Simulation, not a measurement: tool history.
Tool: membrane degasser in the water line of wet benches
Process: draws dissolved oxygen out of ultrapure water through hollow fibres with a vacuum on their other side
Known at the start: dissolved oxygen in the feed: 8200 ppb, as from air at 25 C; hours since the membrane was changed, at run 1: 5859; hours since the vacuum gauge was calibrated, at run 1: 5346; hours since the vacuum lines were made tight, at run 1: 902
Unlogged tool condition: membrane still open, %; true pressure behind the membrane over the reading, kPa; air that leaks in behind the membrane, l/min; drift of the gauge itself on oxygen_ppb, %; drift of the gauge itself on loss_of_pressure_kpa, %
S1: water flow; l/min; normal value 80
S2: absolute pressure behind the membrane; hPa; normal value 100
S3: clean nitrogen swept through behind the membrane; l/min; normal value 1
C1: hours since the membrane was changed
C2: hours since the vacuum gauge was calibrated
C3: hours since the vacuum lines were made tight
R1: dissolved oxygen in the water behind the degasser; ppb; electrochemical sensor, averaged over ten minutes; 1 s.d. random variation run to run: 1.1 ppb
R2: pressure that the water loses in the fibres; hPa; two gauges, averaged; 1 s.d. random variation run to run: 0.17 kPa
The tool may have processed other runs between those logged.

| run | hour | S1 | S2 | S3 | C1 | C2 | C3 | R1 | R2 |
|---|---|---|---|---|---|---|---|---|---|
| 1 | 0 | 80 | 100 | 1 | 5859 | 5346 | 902 | 852.3 | 317.3 |
| 2 | 153 | 80 | 100 | 1 | 6012 | 5499 | 1055 | 852.2 | 315.1 |
| 3 | 486.2 | 80 | 100 | 1.46 | 6345 | 5833 | 1388 | 661.3 | 316.4 |
| 4 | 703.9 | 85 | 100 | 1 | 6563 | 6050 | 1606 | 885.8 | 339.7 |
| 5 | 1016.2 | 85 | 100 | 1 | 6875 | 6363 | 1918 | 889.8 | 339.7 |
| 6 | 1295.4 | 80 | 100 | 1.01 | 7154 | 6642 | 2197 | 849.8 | 319.4 |
| 7 | 1608.6 | 90 | 100 | 1 | 7468 | 6955 | 2510 | 922.3 | 362 |
| 8 | 1765.1 | 90 | 100 | 1 | 7624 | 7111 | 2667 | 921.9 | 361.3 |
| 9 | 2072 | 90 | 100 | 1 | 7931 | 7418 | 2974 | 923.9 | 361.3 |
| 10 | 2363.1 | 80 | 100 | 1 | 8222 | 7710 | 3265 | 856.6 | 317.6 |
|  | 2430 | vacuum gauge calibrated |
| 11 | 2508.5 | 80 | 100 | 1.35 | 8367 | 78 | 3410 | 704.7 | 318.1 |
| 12 | 2717 | 62 | 88 | 1.35 | 8575 | 287 | 3618 | 488.9 | 248.9 |
| 13 | 2902.6 | 120 | 190 | 1.35 | 8761 | 473 | 3804 | 1921.9 | 483.2 |
| 14 | 3088.5 | 102 | 136 | 2.59 | 8947 | 658 | 3990 | 779.2 | 407.7 |
| 15 | 3285.5 | 128 | 85 | 0.53 | 9144 | 856 | 4187 | 1246 | 515.4 |
| 16 | 3431.7 | 128 | 85 | 0.53 | 9290 | 1002 | 4333 | 1245.4 | 516.6 |
|  | 3555.3 | vacuum gauge calibrated, once more |
| 17 | 3573.4 | 128 | 85 | 0.53 | 9431 | 18 | 4474 | 1223.1 | 514.7 |
| 18 | 3737 | 128 | 85 | 0.53 | 9595 | 182 | 4638 | 1223.1 | 514.4 |
| 19 | 4023.1 | 52 | 218 | 0.93 | 9881 | 468 | 4924 | 1634.7 | 210.1 |
| 20 | 4212.5 | 52 | 218 | 0.93 | 10071 | 657 | 5113 | 1632.9 | 210.1 |
| 21 | 4456.9 | 123 | 100 | 2.88 | 10315 | 902 | 5358 | 571.9 | 496.5 |
| 22 | 4730.4 | 67 | 83 | 0.74 | 10588 | 1175 | 5631 | 701.2 | 270.6 |

Hidden state or all else? Some run-to-run changes of R1, split into what the settings, what came in and random variation would give without the hidden state, and what is left for the hidden state (with any gauge scatter that isn't in both results):
Run 12 -> 13: S1 62 -> 120, S2 88 -> 190. R1 +1433 ppb: hidden state +4.6, all else +1428.4.
Run 13 -> 14: S1 120 -> 102, S2 190 -> 136, S3 1.35 -> 2.59. R1 -1142.7 ppb: hidden state -4.3, all else -1138.4.
Run 14 -> 15: S1 102 -> 128, S2 136 -> 85, S3 2.59 -> 0.53. R1 +466.8 ppb: hidden state +20.9, all else +445.9.
Run 16 -> 17: vacuum gauge calibrated, once more. R1 -22.3 ppb: hidden state -24.9, all else +2.6.
